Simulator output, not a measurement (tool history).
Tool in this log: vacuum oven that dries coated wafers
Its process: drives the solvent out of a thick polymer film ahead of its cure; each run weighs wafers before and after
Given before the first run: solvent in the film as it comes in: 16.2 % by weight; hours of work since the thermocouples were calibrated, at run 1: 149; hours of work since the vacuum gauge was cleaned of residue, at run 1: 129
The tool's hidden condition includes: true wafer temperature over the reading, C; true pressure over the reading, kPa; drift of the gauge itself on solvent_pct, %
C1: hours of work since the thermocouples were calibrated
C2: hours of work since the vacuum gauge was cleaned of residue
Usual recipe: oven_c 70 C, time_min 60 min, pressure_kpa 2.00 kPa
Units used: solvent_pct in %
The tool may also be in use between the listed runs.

Run 1, day 0.000: usual settings; C1 149; C2 129. Result: solvent_pct 1.606 %.
Run 2, day 1.038: usual settings but oven_c 85 C; C1 159; C2 139. Result: solvent_pct 0.657 %.
Run 3, day 1.775: usual settings but oven_c 85 C; C1 166; C2 146. Result: solvent_pct 0.661 %.
Run 4, day 3.038: usual settings; C1 179; C2 158. Result: solvent_pct 1.606 %.
Run 5, day 3.938: usual settings; C1 187; C2 167. Result: solvent_pct 1.607 %.
Run 6, day 5.104: usual settings; C1 199; C2 178. Result: solvent_pct 1.603 %.
Run 7, day 5.929: usual settings; C1 206; C2 186. Result: solvent_pct 1.599 %.
Run 8, day 6.917: usual settings; C1 216; C2 195. Result: solvent_pct 1.599 %.
Run 9, day 8.150: usual settings; C1 228; C2 207. Result: solvent_pct 1.598 %.
Run 10, day 9.392: usual settings; C1 240; C2 219. Result: solvent_pct 1.589 %.
Run 11, day 10.750: usual settings; C1 253; C2 232. Result: solvent_pct 1.605 %.
Run 12, day 11.829: usual settings; C1 263; C2 243. Result: solvent_pct 1.595 %.
Run 13, day 12.733: usual settings but pressure_kpa 1.58 kPa; C1 272; C2 252. Result: solvent_pct 1.360 %.
Run 14, day 13.650: usual settings but time_min 38 min; C1 281; C2 260. Result: solvent_pct 2.564 %.
Run 15, day 14.433: usual settings but time_min 31 min; C1 289; C2 268. Result: solvent_pct 3.233 %.
Run 16, day 15.567: usual settings but time_min 31 min; C1 299; C2 279. Result: solvent_pct 3.238 %.
Run 17, day 17.000: usual settings but time_min 31 min; C1 313; C2 293. Result: solvent_pct 3.236 %.
Run 18, day 18.104: usual settings but time_min 31 min; C1 324; C2 303. Result: solvent_pct 3.228 %.
Run 19, day 19.438: usual settings but oven_c 75 C; C1 337; C2 316. Result: solvent_pct 1.046 %.
Run 20, day 20.292: usual settings but pressure_kpa 2.79 kPa; C1 345; C2 325. Result: solvent_pct 2.034 %.
Run 21, day 21.708: usual settings but pressure_kpa 2.79 kPa; C1 359; C2 338. Result: solvent_pct 2.043 %.
Run 22, day 22.842: usual settings but pressure_kpa 2.79 kPa; C1 370; C2 349. Result: solvent_pct 2.041 %.
Run 23, day 23.975: usual settings but pressure_kpa 2.79 kPa; C1 381; C2 360. Result: solvent_pct 2.039 %.
Run 24, day 25.396: usual settings but pressure_kpa 2.79 kPa; C1 394; C2 374. Result: solvent_pct 2.041 %.
Run 25, day 26.438: usual settings but pressure_kpa 2.79 kPa; C1 404; C2 384. Result: solvent_pct 2.041 %.
Run 26, day 27.804: usual settings but pressure_kpa 2.79 kPa; C1 418; C2 397. Result: solvent_pct 2.031 %.
Run 27, day 29.067: usual settings but oven_c 60 C, time_min 68 min, pressure_kpa 7.32 kPa; C1 430; C2 409. Result: solvent_pct 8.035 %.
Run 28, day 29.729: usual settings but oven_c 58 C, time_min 68 min, pressure_kpa 7.32 kPa; C1 436; C2 416. Result: solvent_pct 8.963 %.
Run 29, day 30.629: usual settings but oven_c 58 C, time_min 68 min, pressure_kpa 7.32 kPa; C1 445; C2 424. Result: solvent_pct 8.959 %.
Run 30, day 31.738: usual settings but time_min 75 min; C1 455; C2 435. Result: solvent_pct 1.372 %.
Run 31, day 32.592: usual settings but oven_c 74 C, time_min 63 min, pressure_kpa 6.76 kPa; C1 464; C2 443. Result: solvent_pct 3.469 %.
Run 32, day 33.371: usual settings but oven_c 80 C, time_min 54 min, pressure_kpa 6.47 kPa; C1 471; C2 451. Result: solvent_pct 2.554 %.
Run 33, day 34.133: usual settings but oven_c 64 C, time_min 54 min, pressure_kpa 6.47 kPa; C1 479; C2 458. Result: solvent_pct 6.239 %.
Run 34, day 35.396: usual settings but oven_c 64 C, time_min 54 min, pressure_kpa 6.47 kPa; C1 491; C2 470. Result: solvent_pct 6.246 %.
Run 35, day 36.467: usual settings but oven_c 66 C, time_min 49 min, pressure_kpa 1.34 kPa; C1 501; C2 481. Result: solvent_pct 2.478 %.
Run 36, day 37.246: usual settings but oven_c 66 C, time_min 38 min, pressure_kpa 6.70 kPa; C1 509; C2 488. Result: solvent_pct 6.534 %.
Run 37, day 38.458: usual settings but oven_c 66 C, time_min 38 min, pressure_kpa 6.70 kPa; C1 520; C2 500. Result: solvent_pct 6.520 %.
Run 38, day 39.417: usual settings but oven_c 57 C, pressure_kpa 4.61 kPa; C1 530; C2 509. Result: solvent_pct 7.554 %.
Run 39, day 40.062: usual settings but oven_c 55 C, pressure_kpa 4.70 kPa; C1 536; C2 515. Result: solvent_pct 8.516 %.
Run 40, day 41.000: usual settings but oven_c 55 C, pressure_kpa 4.70 kPa; C1 545; C2 524. Result: solvent_pct 8.523 %.
Run 41, day 41.704: usual settings but oven_c 55 C, pressure_kpa 4.70 kPa; C1 552; C2 531. Result: solvent_pct 8.512 %.
Run 42, day 43.275: usual settings but oven_c 55 C, pressure_kpa 4.70 kPa; C1 567; C2 546. Result: solvent_pct 8.514 %.
Run 43, day 44.383: usual settings but time_min 65 min, pressure_kpa 3.67 kPa; C1 577; C2 557. Result: solvent_pct 2.428 %.

5 ways to go on from here, each from the tool as it stands after run 43. What would each give?
Run A, day 45.650: usual settings but oven_c 63 C, time_min 63 min, pressure_kpa 5.21 kPa; C1 590; C2 569. Result: solvent_pct ?.
Run B, day 45.650: usual settings but oven_c 64 C, time_min 65 min, pressure_kpa 2.42 kPa; C1 590; C2 569. Result: solvent_pct ?.
Run C, day 45.650: usual settings but pressure_kpa 1.75 kPa; C1 590; C2 569. Result: solvent_pct ?.
Run D, day 45.650: usual settings but pressure_kpa 3.81 kPa; C1 590; C2 569. Result: solvent_pct ?.
Run E, day 45.650: usual settings but oven_c 72 C, pressure_kpa 1.54 kPa; C1 590; C2 569. Result: solvent_pct ?.

run  solvent_pct
  A        5.314
  B        2.933
  C        1.406
  D        2.589
  E        1.056
Stripped of hidden state, with their random variation kept, the same runs would have yielded:
run  solvent_pct
  A        5.708
  B        3.229
  C        1.540
  D        2.774
  E        1.138

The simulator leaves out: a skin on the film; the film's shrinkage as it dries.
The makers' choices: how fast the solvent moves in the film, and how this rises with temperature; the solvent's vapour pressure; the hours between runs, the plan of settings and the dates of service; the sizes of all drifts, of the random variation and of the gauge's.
